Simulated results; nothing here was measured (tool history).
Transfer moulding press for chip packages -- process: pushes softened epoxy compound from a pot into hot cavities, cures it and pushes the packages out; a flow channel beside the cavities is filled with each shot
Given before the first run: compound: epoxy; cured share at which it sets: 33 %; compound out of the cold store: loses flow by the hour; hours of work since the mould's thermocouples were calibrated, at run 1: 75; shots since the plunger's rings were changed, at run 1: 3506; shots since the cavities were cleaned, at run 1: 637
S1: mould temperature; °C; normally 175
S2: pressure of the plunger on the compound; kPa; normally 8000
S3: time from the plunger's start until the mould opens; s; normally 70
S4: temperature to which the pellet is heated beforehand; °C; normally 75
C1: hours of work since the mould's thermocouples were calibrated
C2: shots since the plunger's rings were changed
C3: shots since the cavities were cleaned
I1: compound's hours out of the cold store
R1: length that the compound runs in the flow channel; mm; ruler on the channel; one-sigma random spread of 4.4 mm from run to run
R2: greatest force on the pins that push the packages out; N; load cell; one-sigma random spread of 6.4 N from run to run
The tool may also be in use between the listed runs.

run   hour   S1    S2   S3  S4   C1    C2   C3    I1    R1   R2
  1    0.0  175  8000   70  75   75  3506  637  16.6   959  506
       4.8  -- cavities cleaned with cleaning compound and waxed
      15.4  -- plunger's sealing rings changed
  2   25.6  175  8000   70  75   89   151  273   8.1  1013  430
  3   46.0  175  8000   70  75  102   457  579  10.6   990  489
      53.9  -- cavities cleaned with cleaning compound and waxed
  4   57.0  175  8000   70  75  109   600   47  37.6   911  280
  5   69.1  175  8000   70  75  116   780  227  24.5   950  388
  6   90.4  175  8000   70  75  130  1099  546  39.2   905  450
     101.2  -- cavities cleaned with cleaning compound and waxed
  7  107.2  175  8000   70  75  140  1327   90  32.2   919  312
  8  126.8  175  8000   70  75  153  1621  384  16.8   967  453
  9  141.4  180  8000   70  75  162  1839  602  31.7   913  378
     148.9  -- cavities cleaned with cleaning compound and waxed
 10  159.2  180  8000   70  75  173  2083  153  11.7   964  281
 11  179.6  175  8000   70  75  186  2388  458  22.9   935  453
     196.1  -- cavities cleaned with cleaning compound and waxed
 12  199.0  175  8000   70  75  197  2656   44  30.7   911  282
 13  217.3  175  8000   70  75  209  2930  318  12.6   967  457
 14  232.0  175  8000   70  75  219  3149  537  39.4   887  461
     243.4  -- cavities cleaned with cleaning compound and waxed
 15  255.5  175  9940  101  75  233  3479  182  12.6  1078  254
 16  265.5  181  7130   54  81  239  3628  331  31.7   839  527
     269.8  -- plunger's sealing rings changed
 17  277.1  181  9420   54  69  245   109  468  17.1  1031  647
     293.8  -- cavities cleaned with cleaning compound and waxed
 18  294.4  175  8000   70  68  255   345   10   8.2  1011  286
 19  316.2  171  7400  103  73  269   671  336  31.2   904  293
 20  329.0  171  7400  103  73  278   862  527  19.6   944  338
     340.1  -- cavities cleaned with cleaning compound and waxed
 21  340.5  171  7400  103  73  284  1012    6  20.6   935  172
 22  361.8  171  7400  103  73  298  1331  325  36.3   882  292
 23  372.0  171  7400   73  65  305  1484  478  29.9   903  536
     387.6  -- cavities cleaned with cleaning compound and waxed
 24  391.7  171  7400  104  65  316  1756   62  12.6   960  209
 25  407.3  171  7400  104  65  326  1988  294  30.1   901  280
 26  420.9  177  8000   52  75  335  2193  499  22.4   941  881
 27  430.2  177  8000   52  75  341  2331  637  36.6   884  913

Branching from run 27: 4 alternative next runs. What would each branch give?
     434.4  -- cavities cleaned with cleaning compound and waxed
  A  446.7  174  6560  52  73  351  2557  185  24.5   ?   ?
     434.4  -- cavities cleaned with cleaning compound and waxed
  B  446.7  179  8000  56  69  351  2557  185  30.2   ?   ?
     434.4  -- cavities cleaned with cleaning compound and waxed
  C  446.7  175  8860  70  75  351  2557  185  28.8   ?   ?
     434.4  -- cavities cleaned with cleaning compound and waxed
  D  446.7  177  7260  92  75  351  2557  185  34.2   ?   ?

run   R1   R2
  A  854  852
  B  903  513
  C  973  364
  D  855  242
Had the tool no hidden state, the same runs would have come out as:
run   R1   R2
  A  875  586
  B  926  356
  C  997  251
  D  876  161

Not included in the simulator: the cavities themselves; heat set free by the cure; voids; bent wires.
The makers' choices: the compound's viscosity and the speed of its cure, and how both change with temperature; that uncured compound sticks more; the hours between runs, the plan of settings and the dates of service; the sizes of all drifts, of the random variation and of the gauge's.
